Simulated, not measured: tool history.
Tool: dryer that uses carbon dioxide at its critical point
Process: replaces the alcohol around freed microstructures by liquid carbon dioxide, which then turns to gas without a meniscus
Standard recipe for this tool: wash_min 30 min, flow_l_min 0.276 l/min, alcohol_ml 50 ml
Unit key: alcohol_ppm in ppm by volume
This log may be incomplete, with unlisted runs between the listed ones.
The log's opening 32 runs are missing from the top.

run    hour  wash_min  flow_l_min  alcohol_ml  hours of work since the filter was changed  hours of work since the purifier's bed was changed  alcohol_ppm
 33   852.5        30       0.276          53                                         292                                                 901          309
 34   874.1        30       0.244          22                                         308                                                 916          305
 35     903        43       0.332          39                                         329                                                 937          197
 36     935        43       0.183          71                                         353                                                 961          470
 37     957        24       0.196          98                                         369                                                 977         3656
 38   984.8        20       0.192         101                                         389                                                 997         6649
 39  1002.9        22       0.412          27                                         402                                                1010          256
 40  1024.6        30       0.251          52                                         418                                                1026          428
 41  1056.7        28       0.406          98                                         441                                                1049          250
     1067.9  -- inlet filter changed
 42  1093.2        33       0.197          98                                          18                                                1075          927
 43  1122.7        20       0.318          55                                          40                                                1097          621
 44  1143.5        20        0.19          76                                          55                                                1112         4560
 45  1162.5        24       0.179          50                                          69                                                1126         2290
 46  1197.7        37       0.453          38                                          95                                                1151          250
 47    1225        30       0.453          30                                         114                                                1171          241

What if the next run were any one of these 3? Each begins from the tool's condition after run 47:
  A  1240.7        24        0.25          30                                         126                                                1183            ?
  B  1240.7        25       0.235          36                                         126                                                1183            ?
  C  1240.7        22       0.404          32                                         126                                                1183            ?

run  alcohol_ppm
  A          585
  B          688
  C          282
What these runs would have given with no unlogged condition in the tool:
run  alcohol_ppm
  A          304
  B          398
  C           37

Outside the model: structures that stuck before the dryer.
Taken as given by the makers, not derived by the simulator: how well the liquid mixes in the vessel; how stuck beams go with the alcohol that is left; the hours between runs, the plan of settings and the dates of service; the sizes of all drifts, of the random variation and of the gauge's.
